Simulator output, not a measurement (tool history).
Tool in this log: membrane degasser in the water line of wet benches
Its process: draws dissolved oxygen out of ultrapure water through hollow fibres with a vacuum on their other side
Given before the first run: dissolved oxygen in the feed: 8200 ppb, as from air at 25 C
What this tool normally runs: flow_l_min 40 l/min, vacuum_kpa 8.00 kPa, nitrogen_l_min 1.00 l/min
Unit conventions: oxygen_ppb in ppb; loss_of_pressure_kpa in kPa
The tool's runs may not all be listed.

Run 1, hour 0.0: usual settings. Result: oxygen_ppb 464.2 ppb, loss_of_pressure_kpa 26.44 kPa.
Run 2, hour 82.4: usual settings but flow_l_min 31 l/min. Result: oxygen_ppb 337.2 ppb, loss_of_pressure_kpa 20.42 kPa.
Run 3, hour 133.1: usual settings but vacuum_kpa 8.24 kPa. Result: oxygen_ppb 485.0 ppb, loss_of_pressure_kpa 26.57 kPa.
Run 4, hour 218.5: usual settings but vacuum_kpa 8.24 kPa. Result: oxygen_ppb 486.3 ppb, loss_of_pressure_kpa 26.60 kPa.
Run 5, hour 284.9: usual settings but nitrogen_l_min 1.38 l/min. Result: oxygen_ppb 383.1 ppb, loss_of_pressure_kpa 26.65 kPa.
Run 6, hour 376.1: usual settings but vacuum_kpa 13.44 kPa. Result: oxygen_ppb 834.8 ppb, loss_of_pressure_kpa 26.49 kPa.
At hour 451.6: seals of the vacuum lines changed.
Run 7, hour 451.6: usual settings but vacuum_kpa 13.44 kPa. Result: oxygen_ppb 858.1 ppb, loss_of_pressure_kpa 26.73 kPa.
Run 8, hour 568.7: usual settings but vacuum_kpa 10.17 kPa. Result: oxygen_ppb 630.9 ppb, loss_of_pressure_kpa 26.78 kPa.
Run 9, hour 669.3: usual settings but vacuum_kpa 10.17 kPa. Result: oxygen_ppb 629.6 ppb, loss_of_pressure_kpa 26.84 kPa.
Run 10, hour 722.9: usual settings but vacuum_kpa 10.17 kPa. Result: oxygen_ppb 625.1 ppb, loss_of_pressure_kpa 26.75 kPa.
Run 11, hour 832.6: usual settings but flow_l_min 34 l/min, vacuum_kpa 10.17 kPa. Result: oxygen_ppb 521.1 ppb, loss_of_pressure_kpa 22.59 kPa.
Run 12, hour 891.9: usual settings but flow_l_min 42 l/min. Result: oxygen_ppb 497.0 ppb, loss_of_pressure_kpa 28.10 kPa.
Run 13, hour 954.8: usual settings but flow_l_min 42 l/min. Result: oxygen_ppb 494.2 ppb, loss_of_pressure_kpa 28.26 kPa.
Run 14, hour 1063.2: usual settings but flow_l_min 42 l/min, vacuum_kpa 17.33 kPa. Result: oxygen_ppb 1173.6 ppb, loss_of_pressure_kpa 27.64 kPa.
Run 15, hour 1132.7: usual settings but flow_l_min 28 l/min, vacuum_kpa 14.80 kPa, nitrogen_l_min 1.02 l/min. Result: oxygen_ppb 650.2 ppb, loss_of_pressure_kpa 18.83 kPa.
Run 16, hour 1219.5: usual settings but nitrogen_l_min 2.69 l/min. Result: oxygen_ppb 266.3 ppb, loss_of_pressure_kpa 26.81 kPa.
Run 17, hour 1270.8: usual settings but flow_l_min 62 l/min, vacuum_kpa 17.75 kPa, nitrogen_l_min 0.43 l/min. Result: oxygen_ppb 2520.8 ppb, loss_of_pressure_kpa 41.48 kPa.
Run 18, hour 1339.1: usual settings but flow_l_min 62 l/min, vacuum_kpa 17.75 kPa, nitrogen_l_min 1.25 l/min. Result: oxygen_ppb 1536.0 ppb, loss_of_pressure_kpa 40.94 kPa.
Run 19, hour 1439.2: usual settings but flow_l_min 62 l/min, vacuum_kpa 17.75 kPa, nitrogen_l_min 1.25 l/min. Result: oxygen_ppb 1520.1 ppb, loss_of_pressure_kpa 41.45 kPa.
Run 20, hour 1563.7: usual settings but flow_l_min 34 l/min, vacuum_kpa 13.67 kPa, nitrogen_l_min 1.13 l/min. Result: oxygen_ppb 681.3 ppb, loss_of_pressure_kpa 22.89 kPa.
Run 21, hour 1636.7: usual settings but flow_l_min 34 l/min, vacuum_kpa 13.67 kPa, nitrogen_l_min 1.13 l/min. Result: oxygen_ppb 671.2 ppb, loss_of_pressure_kpa 23.02 kPa.
Run 22, hour 1750.8: usual settings but flow_l_min 31 l/min, nitrogen_l_min 1.28 l/min. Result: oxygen_ppb 283.4 ppb, loss_of_pressure_kpa 20.79 kPa.
Run 23, hour 1866.4: usual settings but flow_l_min 31 l/min, nitrogen_l_min 1.28 l/min. Result: oxygen_ppb 282.2 ppb, loss_of_pressure_kpa 20.71 kPa.
Run 24, hour 1950.4: usual settings but flow_l_min 31 l/min, vacuum_kpa 14.31 kPa, nitrogen_l_min 0.49 l/min. Result: oxygen_ppb 1183.8 ppb, loss_of_pressure_kpa 20.56 kPa.
Run 25, hour 2031.0: usual settings but flow_l_min 38 l/min, vacuum_kpa 7.68 kPa, nitrogen_l_min 1.52 l/min. Result: oxygen_ppb 324.0 ppb, loss_of_pressure_kpa 25.25 kPa.
Run 26, hour 2089.7: usual settings but flow_l_min 49 l/min, vacuum_kpa 10.83 kPa. Result: oxygen_ppb 867.3 ppb, loss_of_pressure_kpa 32.81 kPa.
Run 27, hour 2153.4: usual settings but flow_l_min 49 l/min, vacuum_kpa 10.83 kPa. Result: oxygen_ppb 851.4 ppb, loss_of_pressure_kpa 32.83 kPa.

What if the next run were any one of these 3? Each begins from the tool's condition after run 27:
Run A, hour 2275.6: usual settings but flow_l_min 50 l/min, vacuum_kpa 9.63 kPa. Result: oxygen_ppb ?, loss_of_pressure_kpa ?.
Run B, hour 2275.6: usual settings but flow_l_min 58 l/min, vacuum_kpa 9.69 kPa. Result: oxygen_ppb ?, loss_of_pressure_kpa ?.
Run C, hour 2275.6: usual settings but flow_l_min 49 l/min, vacuum_kpa 10.83 kPa, nitrogen_l_min 1.89 l/min. Result: oxygen_ppb ?, loss_of_pressure_kpa ?.

run  oxygen_ppb  loss_of_pressure_kpa
  A       777.8                 33.59
  B       964.8                 38.93
  C       618.2                 33.07
The same runs, with their run-to-run variation unchanged, on a tool lacking any hidden condition would have given:
run  oxygen_ppb  loss_of_pressure_kpa
  A       759.1                 33.15
  B       942.2                 38.43
  C       602.3                 32.64

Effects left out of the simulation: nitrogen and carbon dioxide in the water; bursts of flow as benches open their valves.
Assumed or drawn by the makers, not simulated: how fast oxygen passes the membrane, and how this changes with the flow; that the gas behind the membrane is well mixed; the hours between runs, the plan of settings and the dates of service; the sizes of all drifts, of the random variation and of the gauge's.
